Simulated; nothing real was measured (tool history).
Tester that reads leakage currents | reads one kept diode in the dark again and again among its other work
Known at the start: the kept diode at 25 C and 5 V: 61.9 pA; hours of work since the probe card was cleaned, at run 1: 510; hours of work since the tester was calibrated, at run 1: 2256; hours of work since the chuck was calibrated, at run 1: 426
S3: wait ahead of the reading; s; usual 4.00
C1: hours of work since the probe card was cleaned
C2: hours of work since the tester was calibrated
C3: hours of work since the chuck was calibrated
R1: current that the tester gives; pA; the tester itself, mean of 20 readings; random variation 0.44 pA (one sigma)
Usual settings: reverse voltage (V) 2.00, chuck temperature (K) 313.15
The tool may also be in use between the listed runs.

Run 1, hour 0.0: usual settings; C1 510; C2 2256; C3 426. Result: R1 153.50 pA.
Run 2, hour 65.5: usual settings; C1 550; C2 2296; C3 466. Result: R1 154.06 pA.
Run 3, hour 157.2: usual settings but S3 2.95 s; C1 606; C2 2352; C3 522. Result: R1 155.75 pA.
Run 4, hour 208.0: usual settings but S3 2.95 s; C1 636; C2 2382; C3 552. Result: R1 156.31 pA.
Run 5, hour 278.2: usual settings but S3 2.95 s; C1 679; C2 2425; C3 595. Result: R1 157.19 pA.
Run 6, hour 323.6: usual settings; C1 707; C2 2453; C3 623. Result: R1 158.02 pA.
Run 7, hour 406.7: usual settings; C1 757; C2 2503; C3 673. Result: R1 159.04 pA.
Run 8, hour 484.8: usual settings; C1 804; C2 2550; C3 720. Result: R1 159.23 pA.
Run 9, hour 526.0: usual settings; C1 829; C2 2575; C3 745. Result: R1 160.01 pA.
Run 10, hour 604.5: usual settings but reverse voltage (V) 9.41; C1 877; C2 2623; C3 793. Result: R1 323.27 pA.
Run 11, hour 684.9: usual settings but chuck temperature (K) 303.15; C1 926; C2 2672; C3 842. Result: R1 72.80 pA.
Run 12, hour 732.7: usual settings but chuck temperature (K) 303.15; C1 955; C2 2701; C3 871. Result: R1 72.91 pA.
Run 13, hour 810.3: usual settings but chuck temperature (K) 303.15; C1 1002; C2 2748; C3 918. Result: R1 73.56 pA.
Run 14, hour 858.8: usual settings but chuck temperature (K) 305.15; C1 1031; C2 2777; C3 947. Result: R1 86.83 pA.
Run 15, hour 906.1: usual settings but chuck temperature (K) 305.15; C1 1060; C2 2806; C3 976. Result: R1 87.09 pA.
Run 16, hour 975.3: usual settings but chuck temperature (K) 305.15; C1 1102; C2 2848; C3 1018. Result: R1 88.20 pA.
Run 17, hour 1063.1: usual settings but chuck temperature (K) 305.15; C1 1155; C2 2901; C3 1071. Result: R1 88.68 pA.
At hour 1088.2: chuck's temperature calibrated.
Run 18, hour 1121.5: usual settings but chuck temperature (K) 305.15; C1 1190; C2 2936; C3 20. Result: R1 77.04 pA.
Run 19, hour 1212.3: usual settings but chuck temperature (K) 305.15; C1 1245; C2 2991; C3 75. Result: R1 77.34 pA.
Run 20, hour 1286.7: usual settings but chuck temperature (K) 305.15; C1 1290; C2 3036; C3 120. Result: R1 77.82 pA.
Run 21, hour 1372.4: usual settings but S3 0.34 s; C1 1342; C2 3088; C3 172. Result: R1 150.31 pA.
Run 22, hour 1434.6: usual settings but reverse voltage (V) 6.29, chuck temperature (K) 301.15, S3 0.34 s; C1 1380; C2 3126; C3 210. Result: R1 98.47 pA.
At hour 1442.2: tester calibrated.
Run 23, hour 1535.1: usual settings but reverse voltage (V) 4.11, chuck temperature (K) 307.15, S3 7.14 s; C1 1439; C2 56; C3 270. Result: R1 129.33 pA.
Run 24, hour 1598.7: usual settings but chuck temperature (K) 304.15, S3 4.82 s; C1 1478; C2 95; C3 309. Result: R1 73.56 pA.
Run 25, hour 1666.5: usual settings but chuck temperature (K) 304.15, S3 4.82 s; C1 1519; C2 136; C3 350. Result: R1 73.78 pA.
Run 26, hour 1739.7: usual settings but chuck temperature (K) 304.15, S3 4.82 s; C1 1564; C2 181; C3 394. Result: R1 74.39 pA.
Run 27, hour 1812.1: usual settings but chuck temperature (K) 303.15, S3 7.36 s; C1 1608; C2 224; C3 438. Result: R1 69.36 pA.
Run 28, hour 1875.2: usual settings but reverse voltage (V) 19.40, chuck temperature (K) 299.15, S3 8.35 s; C1 1646; C2 263; C3 476. Result: R1 145.97 pA.
Run 29, hour 1915.3: usual settings but reverse voltage (V) 19.40, chuck temperature (K) 299.15, S3 8.35 s; C1 1670; C2 287; C3 501. Result: R1 146.48 pA.
Run 30, hour 1978.3: usual settings but reverse voltage (V) 19.40, chuck temperature (K) 303.15, S3 8.35 s; C1 1708; C2 325; C3 539. Result: R1 202.63 pA.
At hour 2015.2: tester calibrated, once more.
Run 31, hour 2025.8: usual settings but reverse voltage (V) 19.40, chuck temperature (K) 303.15, S3 8.35 s; C1 1736; C2 6; C3 567. Result: R1 203.33 pA.
Run 32, hour 2093.8: usual settings but reverse voltage (V) 19.40, chuck temperature (K) 303.15, S3 8.35 s; C1 1777; C2 48; C3 608. Result: R1 204.59 pA.
Run 33, hour 2157.1: usual settings but reverse voltage (V) 19.40, chuck temperature (K) 296.15, S3 8.35 s; C1 1816; C2 86; C3 646. Result: R1 119.15 pA.
Run 34, hour 2246.0: usual settings but reverse voltage (V) 9.46, chuck temperature (K) 306.15, S3 0.34 s; C1 1870; C2 140; C3 700. Result: R1 192.05 pA.
Run 35, hour 2339.1: usual settings but reverse voltage (V) 1.94, chuck temperature (K) 308.15, S3 0.46 s; C1 1926; C2 197; C3 757. Result: R1 108.25 pA.
Run 36, hour 2398.1: usual settings but reverse voltage (V) 1.94, chuck temperature (K) 308.15, S3 0.46 s; C1 1962; C2 232; C3 793. Result: R1 108.66 pA.
Run 37, hour 2489.9: usual settings but reverse voltage (V) 1.94, chuck temperature (K) 308.15, S3 8.05 s; C1 2018; C2 288; C3 848. Result: R1 109.48 pA.
Run 38, hour 2588.9: usual settings but reverse voltage (V) 2.84, chuck temperature (K) 318.15, S3 1.45 s; C1 2078; C2 348; C3 908. Result: R1 284.80 pA.
Run 39, hour 2674.3: usual settings but reverse voltage (V) 4.00, chuck temperature (K) 293.15, S3 5.99 s; C1 2130; C2 400; C3 960. Result: R1 45.69 pA.
Run 40, hour 2746.4: usual settings but reverse voltage (V) 5.85, chuck temperature (K) 295.15, S3 0.83 s; C1 2173; C2 444; C3 1004. Result: R1 66.18 pA.

Measured less the same run without the tool's hidden state. The same run-to-run variation is in both; the gauge's scatter may not be:
The hidden state here: stray current of the dirty probe card, pA a volt; current scale over the true one, %; true chuck temperature over the reading, C; drift of the gauge itself on leakage_pa, %.
run      R1
  1   +9.19
  2  +10.03
  3  +11.24
  4  +11.88
  5  +12.82
  6  +13.51
  7  +14.72
  8  +15.61
  9  +16.15
 10  +36.19
 11   +9.08
 12   +9.39
 13   +9.96
 14  +11.86
 15  +12.20
 16  +12.87
 17  +13.57
 18   +1.34
 19   +2.01
 20   +2.56
 21   +4.81
 22   +6.45
 23   +7.34
 24   +4.45
 25   +4.89
 26   +5.43
 27   +5.62
 28  +21.98
 29  +22.66
 30  +27.84
 31  +29.19
 32  +30.67
 33  +24.19
 34  +25.08
 35  +12.83
 36  +13.35
 37  +14.31
 38  +35.97
 39   +9.50
 40  +13.94
